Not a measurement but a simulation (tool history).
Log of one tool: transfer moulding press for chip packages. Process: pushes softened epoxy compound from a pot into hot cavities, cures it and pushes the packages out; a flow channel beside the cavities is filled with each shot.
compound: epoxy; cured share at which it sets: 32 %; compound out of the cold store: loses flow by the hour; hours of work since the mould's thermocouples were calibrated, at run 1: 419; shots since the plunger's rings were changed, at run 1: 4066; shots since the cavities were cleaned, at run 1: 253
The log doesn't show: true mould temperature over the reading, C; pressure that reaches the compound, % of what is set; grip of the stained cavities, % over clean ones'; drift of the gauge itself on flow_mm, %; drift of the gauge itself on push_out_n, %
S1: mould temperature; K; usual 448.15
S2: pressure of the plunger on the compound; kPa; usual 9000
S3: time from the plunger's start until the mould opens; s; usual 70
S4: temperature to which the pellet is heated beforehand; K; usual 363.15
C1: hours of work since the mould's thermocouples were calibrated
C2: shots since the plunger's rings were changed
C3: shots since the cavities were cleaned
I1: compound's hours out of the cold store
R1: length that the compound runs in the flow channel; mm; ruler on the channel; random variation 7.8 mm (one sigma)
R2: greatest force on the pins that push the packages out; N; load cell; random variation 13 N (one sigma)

run   hour      S1     S2   S3      S4   C1    C2   C3    I1   R1    R2
  1      0  448.15   9000   70  363.15  419  4066  253  18.4  899  1039
      13.6  -- cavities cleaned with cleaning compound and waxed
  2   17.8  446.15   9000   70  363.15  432  4400   85  44.5  854  1746
  3   35.2  453.15   9000   70  363.15  445  4757  442  36.6  827  1092
      40.1  -- cavities cleaned with cleaning compound and waxed
  4   54.5  448.15   9000   70  357.15  460  5124  296    44  821  1087
      66.6  -- cavities cleaned with cleaning compound and waxed, once more
  5   74.3  448.15   9000   70  357.15  474  5501  160  33.2  821   881
      86.7  -- plunger's sealing rings changed
      95.4  -- cavities cleaned with cleaning compound and waxed
  6   98.6  448.15   9000   70  357.15  490   214   68  16.8  969   833
  7  112.2  448.15   9000   70  357.15  501   492  346    44  894  1106
     122.4  -- cavities cleaned with cleaning compound and waxed
  8  123.4  448.15   9000   70  363.15  508   692   22    10  977   739
  9  140.4  448.15   9000   70  363.15  522  1041  371  29.2  918  1115
     148.1  -- cavities cleaned with cleaning compound and waxed
 10  151.5  448.15   9000   70  363.15  529  1239   70  12.7  954   827
 11  160.7  448.15   9000   97  363.15  537  1427  258  19.4  942   599
     173.8  -- cavities cleaned with cleaning compound and waxed
 12  180.2  448.15   9000   97  363.15  551  1798  131  24.5  919   494
 13  189.1  456.15   9890  106  372.15  558  1980  313    14  957   561
 14  197.7  453.15   7110  106  354.15  565  2157  490  33.2  778   655
     200.3  -- cavities cleaned with cleaning compound and waxed
 15  211.8  448.15   7720   70  363.15  575  2415  236  23.2  840  1014
       226  -- cavities cleaned with cleaning compound and waxed
 16    226  448.15   9870   85  363.15  585  2678    0  15.8  972   450
 17  235.5  449.15  10400   93  355.15  592  2872  194  38.2  945   554
 18  245.9  449.15  10400   93  355.15  600  3085  407  22.3  976   691
     252.7  -- cavities cleaned with cleaning compound and waxed
 19  261.2  449.15  10400   93  355.15  611  3369  175  35.4  929   531
 20  270.6  456.15   8470   97  363.15  619  3562  368  23.8  835   585
     277.8  -- mould's thermocouples calibrated
     281.1  -- cavities cleaned with cleaning compound and waxed
 21  287.8  456.15   8470   97  363.15    7  3844  138  36.3  792   470

Forecast each of these 5 alternatives for the next run:
  A  299.5  451.15  7230  97  359.15  16  4084  378  11.7   ?   ?
  B  299.5  456.15  8690  57  364.15  16  4084  378  29.9   ?   ?
  C  299.5  448.15  8720  81  370.15  16  4084  378  41.3   ?   ?
  D  299.5  451.15  6980  97  354.15  16  4084  378  13.3   ?   ?
  E  299.5  445.15  6910  54  363.15  16  4084  378  15.3   ?   ?

run   R1    R2
  A  797   619
  B  826  1019
  C  827   714
  D  768   599
  E  808  2516
Without the tool's hidden state the same runs would have given:
run   R1    R2
  A  865   362
  B  895   595
  C  897   415
  D  834   350
  E  877  1469

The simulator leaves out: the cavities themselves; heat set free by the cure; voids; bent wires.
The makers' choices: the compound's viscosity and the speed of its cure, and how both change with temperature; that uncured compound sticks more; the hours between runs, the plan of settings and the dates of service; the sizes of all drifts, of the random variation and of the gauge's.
